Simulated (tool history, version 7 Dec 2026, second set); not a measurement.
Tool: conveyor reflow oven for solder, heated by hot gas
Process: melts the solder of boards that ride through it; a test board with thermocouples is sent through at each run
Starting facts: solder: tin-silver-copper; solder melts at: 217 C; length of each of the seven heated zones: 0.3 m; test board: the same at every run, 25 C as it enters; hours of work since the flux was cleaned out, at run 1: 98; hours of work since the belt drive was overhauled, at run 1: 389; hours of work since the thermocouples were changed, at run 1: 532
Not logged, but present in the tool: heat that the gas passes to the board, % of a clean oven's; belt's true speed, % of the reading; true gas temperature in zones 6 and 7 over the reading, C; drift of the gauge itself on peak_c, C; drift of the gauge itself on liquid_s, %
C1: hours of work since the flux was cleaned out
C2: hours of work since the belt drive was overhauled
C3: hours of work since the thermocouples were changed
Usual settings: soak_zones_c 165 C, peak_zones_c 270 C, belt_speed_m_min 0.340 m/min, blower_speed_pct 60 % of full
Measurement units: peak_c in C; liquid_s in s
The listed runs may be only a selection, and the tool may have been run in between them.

{"run": 1, "hour": 0.0, "soak_zones_c": 165, "peak_zones_c": 270, "belt_speed_m_min": 0.34, "blower_speed_pct": 60, "C1": 98, "C2": 389, "C3": 532, "peak_c": 256.9, "liquid_s": 81.1}
{"run": 2, "hour": 11.3, "soak_zones_c": 165, "peak_zones_c": 270, "belt_speed_m_min": 0.34, "blower_speed_pct": 60, "C1": 105, "C2": 396, "C3": 539, "peak_c": 256.9, "liquid_s": 81.4}
{"run": 3, "hour": 23.3, "soak_zones_c": 165, "peak_zones_c": 270, "belt_speed_m_min": 0.34, "blower_speed_pct": 58, "C1": 113, "C2": 404, "C3": 547, "peak_c": 256.3, "liquid_s": 80.6}
{"run": 4, "hour": 34.3, "soak_zones_c": 165, "peak_zones_c": 270, "belt_speed_m_min": 0.34, "blower_speed_pct": 60, "C1": 120, "C2": 411, "C3": 554, "peak_c": 256.6, "liquid_s": 81.0}
{"run": 5, "hour": 42.6, "soak_zones_c": 165, "peak_zones_c": 270, "belt_speed_m_min": 0.34, "blower_speed_pct": 60, "C1": 125, "C2": 416, "C3": 559, "peak_c": 257.0, "liquid_s": 80.9}
{"run": 6, "hour": 53.8, "soak_zones_c": 165, "peak_zones_c": 270, "belt_speed_m_min": 0.34, "blower_speed_pct": 60, "C1": 133, "C2": 424, "C3": 566, "peak_c": 256.7, "liquid_s": 81.2}
{"run": 7, "hour": 66.0, "soak_zones_c": 165, "peak_zones_c": 270, "belt_speed_m_min": 0.34, "blower_speed_pct": 60, "C1": 140, "C2": 431, "C3": 574, "peak_c": 256.7, "liquid_s": 80.9}
{"run": 8, "hour": 74.5, "soak_zones_c": 165, "peak_zones_c": 270, "belt_speed_m_min": 0.34, "blower_speed_pct": 60, "C1": 146, "C2": 437, "C3": 580, "peak_c": 256.9, "liquid_s": 80.7}
{"run": 9, "hour": 82.3, "soak_zones_c": 165, "peak_zones_c": 270, "belt_speed_m_min": 0.34, "blower_speed_pct": 60, "C1": 151, "C2": 442, "C3": 585, "peak_c": 257.1, "liquid_s": 81.0}
{"run": 10, "hour": 97.2, "soak_zones_c": 165, "peak_zones_c": 270, "belt_speed_m_min": 0.34, "blower_speed_pct": 60, "C1": 161, "C2": 452, "C3": 594, "peak_c": 256.8, "liquid_s": 81.1}
{"run": 11, "hour": 105.9, "soak_zones_c": 165, "peak_zones_c": 270, "belt_speed_m_min": 0.34, "blower_speed_pct": 60, "C1": 166, "C2": 457, "C3": 600, "peak_c": 256.7, "liquid_s": 81.4}
{"run": 12, "hour": 120.2, "soak_zones_c": 165, "peak_zones_c": 270, "belt_speed_m_min": 0.34, "blower_speed_pct": 60, "C1": 175, "C2": 466, "C3": 609, "peak_c": 257.1, "liquid_s": 80.2}
{"run": 13, "hour": 130.7, "soak_zones_c": 165, "peak_zones_c": 269, "belt_speed_m_min": 0.34, "blower_speed_pct": 60, "C1": 182, "C2": 473, "C3": 616, "peak_c": 255.9, "liquid_s": 80.1}
{"run": 14, "hour": 141.3, "soak_zones_c": 165, "peak_zones_c": 269, "belt_speed_m_min": 0.34, "blower_speed_pct": 60, "C1": 189, "C2": 480, "C3": 623, "peak_c": 256.0, "liquid_s": 80.6}
{"run": 15, "hour": 147.7, "soak_zones_c": 165, "peak_zones_c": 269, "belt_speed_m_min": 0.34, "blower_speed_pct": 60, "C1": 193, "C2": 484, "C3": 627, "peak_c": 256.0, "liquid_s": 80.2}
{"run": 16, "hour": 156.8, "soak_zones_c": 165, "peak_zones_c": 269, "belt_speed_m_min": 0.34, "blower_speed_pct": 60, "C1": 199, "C2": 490, "C3": 633, "peak_c": 255.8, "liquid_s": 80.4}
{"run": 17, "hour": 165.5, "soak_zones_c": 178, "peak_zones_c": 269, "belt_speed_m_min": 0.34, "blower_speed_pct": 57, "C1": 205, "C2": 496, "C3": 638, "peak_c": 257.2, "liquid_s": 86.9}
{"run": 18, "hour": 178.9, "soak_zones_c": 170, "peak_zones_c": 265, "belt_speed_m_min": 0.34, "blower_speed_pct": 60, "C1": 213, "C2": 504, "C3": 647, "peak_c": 252.8, "liquid_s": 80.1}
{"run": 19, "hour": 186.6, "soak_zones_c": 165, "peak_zones_c": 270, "belt_speed_m_min": 0.282, "blower_speed_pct": 60, "C1": 218, "C2": 509, "C3": 652, "peak_c": 261.8, "liquid_s": 104.1}
{"hour": 197.7, "done": "thermocouples of zones 6 and 7 changed"}
{"run": 20, "hour": 201.6, "soak_zones_c": 168, "peak_zones_c": 283, "belt_speed_m_min": 0.34, "blower_speed_pct": 90, "C1": 226, "C2": 517, "C3": 3, "peak_c": 274.5, "liquid_s": 95.5}
{"run": 21, "hour": 208.0, "soak_zones_c": 168, "peak_zones_c": 283, "belt_speed_m_min": 0.34, "blower_speed_pct": 90, "C1": 231, "C2": 522, "C3": 7, "peak_c": 274.5, "liquid_s": 94.8}

Forecast each of these 5 alternatives for the next run:
{"run": "A", "hour": 222.5, "soak_zones_c": 168, "peak_zones_c": 283, "belt_speed_m_min": 0.34, "blower_speed_pct": 85, "C1": 240, "C2": 531, "C3": 16, "peak_c": "?", "liquid_s": "?"}
{"run": "B", "hour": 222.5, "soak_zones_c": 174, "peak_zones_c": 283, "belt_speed_m_min": 0.317, "blower_speed_pct": 57, "C1": 240, "C2": 531, "C3": 16, "peak_c": "?", "liquid_s": "?"}
{"run": "C", "hour": 222.5, "soak_zones_c": 168, "peak_zones_c": 283, "belt_speed_m_min": 0.332, "blower_speed_pct": 52, "C1": 240, "C2": 531, "C3": 16, "peak_c": "?", "liquid_s": "?"}
{"run": "D", "hour": 222.5, "soak_zones_c": 168, "peak_zones_c": 283, "belt_speed_m_min": 0.333, "blower_speed_pct": 90, "C1": 240, "C2": 531, "C3": 16, "peak_c": "?", "liquid_s": "?"}
{"run": "E", "hour": 222.5, "soak_zones_c": 168, "peak_zones_c": 270, "belt_speed_m_min": 0.34, "blower_speed_pct": 58, "C1": 240, "C2": 531, "C3": 16, "peak_c": "?", "liquid_s": "?"}

run=A peak_c=274.1 liquid_s=94.6
run=B peak_c=271.4 liquid_s=102.4
run=C peak_c=267.9 liquid_s=91.8
run=D peak_c=275.0 liquid_s=97.8
run=E peak_c=256.9 liquid_s=81.6
With the hidden condition removed and each run's random variation left untouched, the same runs would have given:
run=A peak_c=274.1 liquid_s=94.6
run=B peak_c=271.4 liquid_s=102.4
run=C peak_c=267.9 liquid_s=91.8
run=D peak_c=275.0 liquid_s=97.8
run=E peak_c=256.9 liquid_s=81.6
